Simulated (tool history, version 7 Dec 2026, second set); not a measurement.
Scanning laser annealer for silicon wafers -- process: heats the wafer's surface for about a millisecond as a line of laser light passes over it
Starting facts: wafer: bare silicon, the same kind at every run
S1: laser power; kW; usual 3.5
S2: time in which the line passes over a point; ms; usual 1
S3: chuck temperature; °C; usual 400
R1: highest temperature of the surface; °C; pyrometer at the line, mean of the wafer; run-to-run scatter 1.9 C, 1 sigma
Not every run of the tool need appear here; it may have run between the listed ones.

{"run": 1, "hour": 0.0, "S1": 3.5, "S2": 1, "S3": 400, "R1": 1098}
{"run": 2, "hour": 35.7, "S1": 3.5, "S2": 1, "S3": 400, "R1": 1101}
{"run": 3, "hour": 105.7, "S1": 3.551, "S2": 1, "S3": 400, "R1": 1110}
{"run": 4, "hour": 137.8, "S1": 3.551, "S2": 1, "S3": 400, "R1": 1113}
{"run": 5, "hour": 180.9, "S1": 3.5, "S2": 1.18, "S3": 400, "R1": 1155}
{"run": 6, "hour": 213.2, "S1": 3.5, "S2": 1.18, "S3": 400, "R1": 1149}
{"run": 7, "hour": 269.2, "S1": 3.5, "S2": 1.18, "S3": 400, "R1": 1154}
{"hour": 278.0, "done": "window over the wafer cleaned"}
{"run": 8, "hour": 322.1, "S1": 3.5, "S2": 1, "S3": 375, "R1": 1078}
{"run": 9, "hour": 369.3, "S1": 3.5, "S2": 1, "S3": 375, "R1": 1078}
{"run": 10, "hour": 439.0, "S1": 3.5, "S2": 1, "S3": 375, "R1": 1075}
{"run": 11, "hour": 502.8, "S1": 3.5, "S2": 1, "S3": 399, "R1": 1101}
{"run": 12, "hour": 540.2, "S1": 3.5, "S2": 1, "S3": 399, "R1": 1101}
{"run": 13, "hour": 573.4, "S1": 3.5, "S2": 1, "S3": 399, "R1": 1101}
{"run": 14, "hour": 628.2, "S1": 3.5, "S2": 0.75, "S3": 400, "R1": 1021}
{"hour": 693.0, "done": "window over the wafer cleaned"}
{"run": 15, "hour": 693.0, "S1": 3.5, "S2": 0.75, "S3": 400, "R1": 1022}
{"run": 16, "hour": 731.7, "S1": 3.5, "S2": 0.75, "S3": 400, "R1": 1023}
{"run": 17, "hour": 805.8, "S1": 3.5, "S2": 0.75, "S3": 400, "R1": 1022}
{"run": 18, "hour": 862.6, "S1": 3.002, "S2": 0.75, "S3": 400, "R1": 933}
{"run": 19, "hour": 929.5, "S1": 3.002, "S2": 0.75, "S3": 400, "R1": 937}
{"run": 20, "hour": 977.0, "S1": 3.002, "S2": 0.75, "S3": 400, "R1": 935}
{"run": 21, "hour": 1008.6, "S1": 3.002, "S2": 0.75, "S3": 400, "R1": 932}
{"run": 22, "hour": 1058.7, "S1": 3.555, "S2": 0.81, "S3": 432, "R1": 1081}
{"hour": 1070.0, "done": "optics aligned, line set to its width"}
{"run": 23, "hour": 1109.2, "S1": 3.555, "S2": 0.81, "S3": 432, "R1": 1085}
{"hour": 1117.6, "done": "window over the wafer cleaned"}
{"run": 24, "hour": 1179.7, "S1": 3.679, "S2": 1.02, "S3": 365, "R1": 1107}
{"run": 25, "hour": 1226.9, "S1": 3.611, "S2": 0.77, "S3": 393, "R1": 1041}
{"run": 26, "hour": 1289.7, "S1": 3.593, "S2": 0.73, "S3": 402, "R1": 1034}
{"run": 27, "hour": 1350.0, "S1": 3.593, "S2": 0.73, "S3": 402, "R1": 1032}
{"run": 28, "hour": 1407.1, "S1": 3.5, "S2": 1.14, "S3": 400, "R1": 1139}
{"run": 29, "hour": 1455.1, "S1": 3.5, "S2": 1.14, "S3": 400, "R1": 1141}
{"run": 30, "hour": 1508.1, "S1": 3.571, "S2": 1.14, "S3": 379, "R1": 1135}
{"hour": 1533.5, "done": "window over the wafer cleaned"}
{"run": 31, "hour": 1552.2, "S1": 3.671, "S2": 1.14, "S3": 370, "R1": 1150}
{"run": 32, "hour": 1603.3, "S1": 3.671, "S2": 1.09, "S3": 391, "R1": 1154}
{"run": 33, "hour": 1636.3, "S1": 3.671, "S2": 1.09, "S3": 391, "R1": 1152}
{"run": 34, "hour": 1688.2, "S1": 3.393, "S2": 1, "S3": 381, "R1": 1061}
{"run": 35, "hour": 1751.6, "S1": 3.298, "S2": 0.74, "S3": 372, "R1": 951}
{"run": 36, "hour": 1806.9, "S1": 3.5, "S2": 1.24, "S3": 418, "R1": 1182}
{"run": 37, "hour": 1852.8, "S1": 3.5, "S2": 1.06, "S3": 400, "R1": 1120}
{"run": 38, "hour": 1904.8, "S1": 3.271, "S2": 1, "S3": 417, "R1": 1072}
{"hour": 1954.3, "done": "window over the wafer cleaned"}
{"run": 39, "hour": 1972.5, "S1": 3.271, "S2": 1, "S3": 417, "R1": 1075}
{"run": 40, "hour": 2023.1, "S1": 3.5, "S2": 1, "S3": 429, "R1": 1131}

3 ways to go on from here, each from the tool as it stands after run 40. What would each give?
{"run": "A", "hour": 2065.0, "S1": 3.5, "S2": 1, "S3": 431, "R1": "?"}
{"run": "B", "hour": 2065.0, "S1": 3.581, "S2": 0.87, "S3": 364, "R1": "?"}
{"run": "C", "hour": 2065.0, "S1": 3.499, "S2": 1, "S3": 429, "R1": "?"}

run=A R1=1132
run=B R1=1042
run=C R1=1129
What these runs would have given with no unlogged condition in the tool:
run=A R1=1132
run=B R1=1042
run=C R1=1130

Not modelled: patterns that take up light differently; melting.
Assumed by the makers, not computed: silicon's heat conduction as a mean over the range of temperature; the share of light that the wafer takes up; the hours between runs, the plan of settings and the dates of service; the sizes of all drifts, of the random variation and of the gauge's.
